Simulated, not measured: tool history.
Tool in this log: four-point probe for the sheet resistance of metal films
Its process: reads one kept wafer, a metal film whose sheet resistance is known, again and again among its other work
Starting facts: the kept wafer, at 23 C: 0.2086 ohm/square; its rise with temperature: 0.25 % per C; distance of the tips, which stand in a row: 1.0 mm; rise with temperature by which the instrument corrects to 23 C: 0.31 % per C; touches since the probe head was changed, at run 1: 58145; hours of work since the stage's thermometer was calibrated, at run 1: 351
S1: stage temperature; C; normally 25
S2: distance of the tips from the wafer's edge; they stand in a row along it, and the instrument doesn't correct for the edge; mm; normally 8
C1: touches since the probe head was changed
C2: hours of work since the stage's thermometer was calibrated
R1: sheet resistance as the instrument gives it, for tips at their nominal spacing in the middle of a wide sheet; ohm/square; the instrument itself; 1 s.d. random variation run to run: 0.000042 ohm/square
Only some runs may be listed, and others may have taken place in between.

run   hour  S1  S2     C1   C2        R1
  1    0.0  25   8  58145  351  0.208604
  2   63.5  25   8  59421  387  0.208633
  3  106.9  25   8  60293  412  0.208616
  4  162.5  25   8  61410  444  0.208592
  5  215.1  25   8  62467  474  0.208599
  6  269.5  25   8  63560  505  0.208585
  7  340.3  25   8  64981  546  0.208565
  8  386.9  25  52  65918  573  0.206913
  9  458.4  25  52  67354  614  0.206843
 10  521.8  25   8  68629  650  0.208593
 11  559.8  28  13  69392  672  0.207087
 12  632.3  22  31  70848  714  0.207224
 13  681.0  33   5  71827  742  0.210266
 14  713.3  33   5  72476  760  0.210291
 15  750.3  24   7  73219  781  0.209094
 16  781.1  24   7  73837  799  0.209161
 17  825.0  25   3  74721  824  0.218417
 18  856.9  25   3  75361  843  0.218345
 19  909.7  25   3  76421  873  0.218351
 20  970.7  23  17  77647  908  0.207388

Results for each run, recomputed without the tool's hidden state and with each run's random variation untouched:
The hidden state here: inner tips' distance over the nominal, %; tips' flats over new ones', %; wafer's true temperature over the reading, C; drift of the gauge itself on sheet_ohm, %.
run        R1
  1  0.210115
  2  0.210151
  3  0.210139
  4  0.210121
  5  0.210134
  6  0.210125
  7  0.210114
  8  0.208456
  9  0.208394
 10  0.210164
 11  0.208651
 12  0.208795
 13  0.211867
 14  0.211895
 15  0.210691
 16  0.210763
 17  0.220089
 18  0.220020
 19  0.220032
 20  0.208999
